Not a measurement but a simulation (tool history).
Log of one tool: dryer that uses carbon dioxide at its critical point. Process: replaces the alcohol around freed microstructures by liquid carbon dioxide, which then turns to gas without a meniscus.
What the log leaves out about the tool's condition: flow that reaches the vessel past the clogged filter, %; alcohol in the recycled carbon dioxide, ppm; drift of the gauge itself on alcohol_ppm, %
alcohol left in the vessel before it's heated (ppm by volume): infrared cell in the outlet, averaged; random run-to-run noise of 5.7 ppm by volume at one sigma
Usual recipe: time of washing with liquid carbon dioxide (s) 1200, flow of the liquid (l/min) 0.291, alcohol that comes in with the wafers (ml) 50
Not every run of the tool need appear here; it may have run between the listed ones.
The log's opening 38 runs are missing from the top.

| run | hour | time of washing with liquid carbon dioxide (s) | flow of the liquid (l/min) | alcohol that comes in with the wafers (ml) | hours of work since the filter was changed | hours of work since the purifier's bed was changed | alcohol left in the vessel before it's heated (ppm by volume) |
|---|---|---|---|---|---|---|---|
| 39 | 281.8 | 1800 | 0.217 | 96 | 63 | 259 | 285 |
| 40 | 287.1 | 1260 | 0.339 | 96 | 66 | 261 | 151 |
| 41 | 292.5 | 1200 | 0.308 | 92 | 69 | 264 | 324 |
| 42 | 298 | 1620 | 0.288 | 106 | 72 | 267 | 108 |
| 43 | 303.6 | 840 | 0.191 | 50 | 74 | 270 | 4374 |
| 44 | 308.8 | 840 | 0.191 | 50 | 77 | 272 | 4597 |
| 45 | 314.2 | 1560 | 0.291 | 76 | 80 | 275 | 99 |
| 46 | 324.1 | 1200 | 0.486 | 50 | 85 | 280 | 44 |

Predict each of these 4 candidate next runs independently; none follows another, all start after run 46:
| A | 329.9 | 1200 | 0.332 | 50 | 88 | 283 | ? |
| B | 329.9 | 960 | 0.291 | 50 | 88 | 283 | ? |
| C | 329.9 | 840 | 0.229 | 35 | 88 | 283 | ? |
| D | 329.9 | 1380 | 0.449 | 27 | 88 | 283 | ? |

| run | alcohol left in the vessel before it's heated (ppm by volume) |
|---|---|
| A | 131 |
| B | 718 |
| C | 1922 |
| D | 29 |
With no hidden state in the tool, these same runs would have given:
| run | alcohol left in the vessel before it's heated (ppm by volume) |
|---|---|
| A | 77 |
| B | 579 |
| C | 1687 |
| D | 0 |

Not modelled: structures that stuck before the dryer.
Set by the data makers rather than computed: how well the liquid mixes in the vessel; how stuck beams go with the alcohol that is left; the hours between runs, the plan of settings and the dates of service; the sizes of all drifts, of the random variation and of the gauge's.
